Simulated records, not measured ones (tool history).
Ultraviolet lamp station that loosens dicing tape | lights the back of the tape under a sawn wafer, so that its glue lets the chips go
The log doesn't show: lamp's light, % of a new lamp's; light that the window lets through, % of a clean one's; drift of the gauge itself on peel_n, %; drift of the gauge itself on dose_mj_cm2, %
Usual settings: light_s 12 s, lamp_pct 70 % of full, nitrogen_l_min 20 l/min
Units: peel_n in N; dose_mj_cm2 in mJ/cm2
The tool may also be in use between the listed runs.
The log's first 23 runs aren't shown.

run      day  light_s  lamp_pct  nitrogen_l_min  hours of work of the lamp  hours of work since the window was cleaned  peel_n  dose_mj_cm2
 24   63.833        8        93               9                        679                                         187   4.580          171
 25   65.700        8        93               9                        707                                         214   4.890          161
 26   67.900        8        90              21                        739                                         247   3.642          153
 27   70.504        8        90              21                        778                                         286   3.809          144
      71.517  -- lamp changed
 28   74.212        8        90              21                         40                                         341   2.186          228
 29   78.417       23        97              21                        103                                         404   0.198          661
      79.058  -- window cleaned of glue's vapour
 30   81.679        6        76              19                        151                                          39   3.554          157
 31   83.479        6        76              19                        178                                          66   3.790          153
 32   86.462       13        83              32                        223                                         111   0.688          349
 33   89.267       16        96              15                        265                                         152   0.629          479
 34   92.896        6        70               7                        319                                         207   6.223          124
 35   96.475        7        76              25                        372                                         260   3.561          154
 36  100.433       20        64              16                        431                                         319   1.273          333
 37  104.262       13        84              36                        489                                         376   1.170          268
     106.825  -- window cleaned of glue's vapour
 38  108.596       12        64              13                        553                                          26   3.136          210
 39  112.212       12        70              24                        607                                          80   2.112          218
 40  115.450       12        63              10                        655                                         129   4.046          184
 41  118.296       12        63              10                        698                                         171   4.425          174
 42  120.304        9        66              12                        728                                         201   5.257          135

Forecast each of these 5 alternatives for the next run:
  A  123.592        9        70              21                        777                                         250       ?            ?
  B  123.592       12        61              28                        777                                         250       ?            ?
  C  123.592       17        70              20                        777                                         250       ?            ?
  D  123.592        9        86              31                        777                                         250       ?            ?
  E  123.592        9        83              16                        777                                         250       ?            ?

run  peel_n  dose_mj_cm2
  A   4.215          130
  B   3.184          155
  C   1.938          252
  D   3.005          162
  E   4.007          155
Without the tool's hidden state the same runs would have given:
run  peel_n  dose_mj_cm2
  A   1.902          241
  B   1.175          284
  C   0.520          462
  D   1.027          297
  E   1.721          286
